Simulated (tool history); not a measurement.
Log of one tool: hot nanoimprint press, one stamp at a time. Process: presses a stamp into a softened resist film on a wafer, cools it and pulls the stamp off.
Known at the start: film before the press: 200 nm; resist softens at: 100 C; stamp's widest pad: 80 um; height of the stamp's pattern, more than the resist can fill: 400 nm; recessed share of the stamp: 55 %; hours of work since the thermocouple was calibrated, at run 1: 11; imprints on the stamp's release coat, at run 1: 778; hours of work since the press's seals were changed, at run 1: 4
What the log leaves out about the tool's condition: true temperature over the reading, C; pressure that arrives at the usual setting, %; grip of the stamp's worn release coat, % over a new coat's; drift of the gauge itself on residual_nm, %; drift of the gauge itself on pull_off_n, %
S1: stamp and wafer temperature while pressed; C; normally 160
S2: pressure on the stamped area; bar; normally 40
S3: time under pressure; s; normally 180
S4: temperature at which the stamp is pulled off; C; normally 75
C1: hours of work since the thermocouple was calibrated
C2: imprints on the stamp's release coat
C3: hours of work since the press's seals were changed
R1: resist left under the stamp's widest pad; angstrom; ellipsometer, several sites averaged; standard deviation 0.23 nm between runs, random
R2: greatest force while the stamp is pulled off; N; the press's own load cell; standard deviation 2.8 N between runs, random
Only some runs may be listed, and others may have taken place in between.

Run 1, day 0: usual settings; C1 11; C2 778; C3 4. Result: R1 914 angstrom, R2 163 N.
Run 2, day 0.258: usual settings; C1 14; C2 795; C3 8. Result: R1 912 angstrom, R2 167 N.
Run 3, day 0.458: usual settings; C1 17; C2 809; C3 11. Result: R1 913 angstrom, R2 162 N.
Run 4, day 0.683: usual settings; C1 21; C2 824; C3 14. Result: R1 912 angstrom, R2 166 N.
Run 5, day 0.958: usual settings; C1 25; C2 843; C3 18. Result: R1 906 angstrom, R2 170 N.
Run 6, day 1.283: usual settings but S4 74 C; C1 30; C2 865; C3 23. Result: R1 914 angstrom, R2 174 N.
Run 7, day 1.592: usual settings but S4 74 C; C1 34; C2 886; C3 28. Result: R1 908 angstrom, R2 171 N.
Run 8, day 1.9: usual settings but S1 152 C; C1 39; C2 907; C3 32. Result: R1 1241 angstrom, R2 171 N.
Run 9, day 2.271: usual settings but S1 152 C; C1 44; C2 932; C3 38. Result: R1 1242 angstrom, R2 173 N.
Run 10, day 2.479: usual settings but S2 31.4 bar, S4 78 C; C1 47; C2 947; C3 41. Result: R1 1010 angstrom, R2 161 N.
Run 11, day 2.783: usual settings but S2 31.4 bar, S4 78 C; C1 52; C2 967; C3 45. Result: R1 1006 angstrom, R2 166 N.
Run 12, day 3.112: usual settings but S3 113 s, S4 61 C; C1 57; C2 990; C3 50. Result: R1 1070 angstrom, R2 224 N.
At day 3.267: plate thermocouple calibrated.
Run 13, day 3.629: usual settings but S3 101 s; C1 5; C2 1016; C3 56. Result: R1 1107 angstrom, R2 176 N.
Run 14, day 4.029: usual settings but S1 150 C, S3 273 s; C1 11; C2 1043; C3 62. Result: R1 1172 angstrom, R2 175 N.
Run 15, day 4.417: usual settings but S3 273 s; C1 17; C2 1070; C3 68. Result: R1 770 angstrom, R2 179 N.
Run 16, day 4.633: usual settings but S1 157 C, S2 37.8 bar, S3 176 s; C1 20; C2 1085; C3 71. Result: R1 1045 angstrom, R2 177 N.
Run 17, day 4.962: usual settings but S1 157 C, S2 37.8 bar, S3 176 s; C1 25; C2 1107; C3 76. Result: R1 1048 angstrom, R2 181 N.

Below are 4 alternative next runs, each starting from the tool's condition after run 17. Predict each:
At day 5.425: plate thermocouple calibrated, once more.
Run A, day 5.438: usual settings but S1 153 C, S2 33.5 bar, S4 69 C; C1 0; C2 1131; C3 81. Result: R1 ?, R2 ?.
At day 5.425: plate thermocouple calibrated, once more.
Run B, day 5.438: usual settings but S1 153 C, S3 200 s, S4 69 C; C1 0; C2 1131; C3 81. Result: R1 ?, R2 ?.
At day 5.425: plate thermocouple calibrated, once more.
Run C, day 5.438: usual settings but S1 151 C, S2 31.2 bar, S3 326 s; C1 0; C2 1131; C3 81. Result: R1 ?, R2 ?.
At day 5.425: plate thermocouple calibrated, once more.
Run D, day 5.438: usual settings but S1 157 C, S2 37.8 bar, S3 104 s; C1 0; C2 1131; C3 81. Result: R1 ?, R2 ?.

run    R1   R2
  A  1279  206
  B  1164  213
  C  1188  181
  D  1254  185
Stripped of hidden state, with their random variation kept, the same runs would have yielded:
run    R1   R2
  A  1285  149
  B  1170  153
  C  1194  130
  D  1259  133
